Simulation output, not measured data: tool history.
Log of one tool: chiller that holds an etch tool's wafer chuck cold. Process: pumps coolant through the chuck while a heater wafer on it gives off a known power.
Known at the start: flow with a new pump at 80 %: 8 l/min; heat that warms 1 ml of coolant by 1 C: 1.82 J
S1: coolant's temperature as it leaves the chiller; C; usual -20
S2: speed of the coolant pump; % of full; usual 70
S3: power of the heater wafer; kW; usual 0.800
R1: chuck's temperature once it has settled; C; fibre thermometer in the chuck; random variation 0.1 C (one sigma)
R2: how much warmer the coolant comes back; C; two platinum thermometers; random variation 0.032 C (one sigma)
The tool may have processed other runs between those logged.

Run 1, hour 0.0: usual settings. Result: R1 -13.9 C, R2 3.82 C.
Run 2, hour 90.6: usual settings. Result: R1 -13.9 C, R2 3.80 C.
Run 3, hour 259.3: usual settings but S1 -29 C. Result: R1 -22.7 C, R2 3.82 C.
Run 4, hour 397.7: usual settings. Result: R1 -13.9 C, R2 3.72 C.
Run 5, hour 527.3: usual settings. Result: R1 -13.5 C, R2 3.77 C.
Run 6, hour 655.4: usual settings but S2 62 % of full. Result: R1 -13.3 C, R2 4.25 C.
Run 7, hour 756.0: usual settings but S2 62 % of full. Result: R1 -13.2 C, R2 4.28 C.
Run 8, hour 942.2: usual settings but S2 62 % of full. Result: R1 -13.2 C, R2 4.28 C.
Run 9, hour 1036.1: usual settings but S2 62 % of full. Result: R1 -13.3 C, R2 4.30 C.
Run 10, hour 1195.8: usual settings but S2 66 % of full. Result: R1 -13.4 C, R2 4.00 C.
Run 11, hour 1349.9: usual settings but S2 66 % of full. Result: R1 -13.5 C, R2 4.02 C.
Run 12, hour 1459.5: usual settings but S2 66 % of full. Result: R1 -13.5 C, R2 3.98 C.
Run 13, hour 1593.4: usual settings. Result: R1 -13.8 C, R2 3.73 C.
At hour 1626.8: coolant changed, channels flushed.
Run 14, hour 1713.5: usual settings. Result: R1 -13.7 C, R2 3.73 C.
Run 15, hour 1819.8: usual settings. Result: R1 -13.9 C, R2 3.69 C.
Run 16, hour 1917.3: usual settings but S2 76 % of full. Result: R1 -14.1 C, R2 3.38 C.
Run 17, hour 2089.5: usual settings but S1 -13 C, S2 81 % of full, S3 0.854 kW. Result: R1 -7.0 C, R2 3.42 C.
Run 18, hour 2265.5: usual settings but S2 64 % of full. Result: R1 -13.4 C, R2 4.07 C.
Run 19, hour 2351.3: usual settings but S2 64 % of full. Result: R1 -13.4 C, R2 4.02 C.
Run 20, hour 2501.3: usual settings but S1 -27 C, S2 64 % of full. Result: R1 -20.6 C, R2 4.08 C.
Run 21, hour 2632.0: usual settings but S1 -13 C, S2 88 % of full. Result: R1 -7.6 C, R2 2.87 C.
Run 22, hour 2717.3: usual settings but S1 -27 C, S2 88 % of full, S3 0.834 kW. Result: R1 -21.5 C, R2 2.95 C.
At hour 2800.0: chiller's thermometer calibrated.
Run 23, hour 2883.6: usual settings but S1 -25 C, S2 69 % of full. Result: R1 -18.8 C, R2 3.75 C.
Run 24, hour 2973.6: usual settings but S1 -12 C, S2 87 % of full, S3 0.455 kW. Result: R1 -8.9 C, R2 1.58 C.
Run 25, hour 3114.4: usual settings but S1 -12 C, S2 87 % of full, S3 0.455 kW. Result: R1 -8.9 C, R2 1.55 C.
Run 26, hour 3203.2: usual settings but S1 -13 C, S2 87 % of full, S3 0.596 kW. Result: R1 -8.9 C, R2 2.09 C.
Run 27, hour 3368.9: usual settings but S1 -12 C, S2 88 % of full. Result: R1 -6.7 C, R2 2.79 C.
Run 28, hour 3515.6: usual settings but S1 -17 C, S2 83 % of full, S3 0.498 kW. Result: R1 -13.6 C, R2 1.77 C.
Run 29, hour 3677.5: usual settings but S1 -19 C, S2 68 % of full, S3 0.456 kW. Result: R1 -15.3 C, R2 2.02 C.
Run 30, hour 3804.4: usual settings but S1 -18 C, S2 95 % of full, S3 0.693 kW. Result: R1 -13.7 C, R2 2.23 C.
Run 31, hour 3961.9: usual settings but S1 -18 C, S2 95 % of full, S3 0.693 kW. Result: R1 -13.8 C, R2 2.19 C.
Run 32, hour 4135.4: usual settings but S1 -15 C, S2 61 % of full, S3 0.596 kW. Result: R1 -9.8 C, R2 3.04 C.

Some steps in R2, run to run, broken into two amounts with sign: the step expected even without the hidden condition (settings, incoming material, random variation), and the rest, left for the hidden condition together with whatever gauge scatter is not in both the measured and the hidden-condition-free result:
Hidden conditions of the tool in this case: heat passed by the chuck's channels, % of clean ones'; flow at a given pump speed, % of a new pump's; coolant's true temperature over the reading, C; drift of the gauge itself on chuck_c, C; drift of the gauge itself on warmer_back_c, C.
Run 1 -> 2: no setting changed, nothing entered. R2 -0.02 C: hidden state -0.01, all else -0.01.
Run 20 -> 21: S1 -27 -> -13, S2 64 -> 88. R2 -1.21 C: hidden state +0.00, all else -1.21.
Run 23 -> 24: S1 -25 -> -12, S2 69 -> 87, S3 0.800 -> 0.455. R2 -2.17 C: hidden state -0.02, all else -2.15.
Run 26 -> 27: S1 -13 -> -12, S2 87 -> 88, S3 0.596 -> 0.800. R2 +0.70 C: hidden state -0.02, all else +0.72.
Run 27 -> 28: S1 -12 -> -17, S2 88 -> 83, S3 0.800 -> 0.498. R2 -1.02 C: hidden state -0.01, all else -1.01.

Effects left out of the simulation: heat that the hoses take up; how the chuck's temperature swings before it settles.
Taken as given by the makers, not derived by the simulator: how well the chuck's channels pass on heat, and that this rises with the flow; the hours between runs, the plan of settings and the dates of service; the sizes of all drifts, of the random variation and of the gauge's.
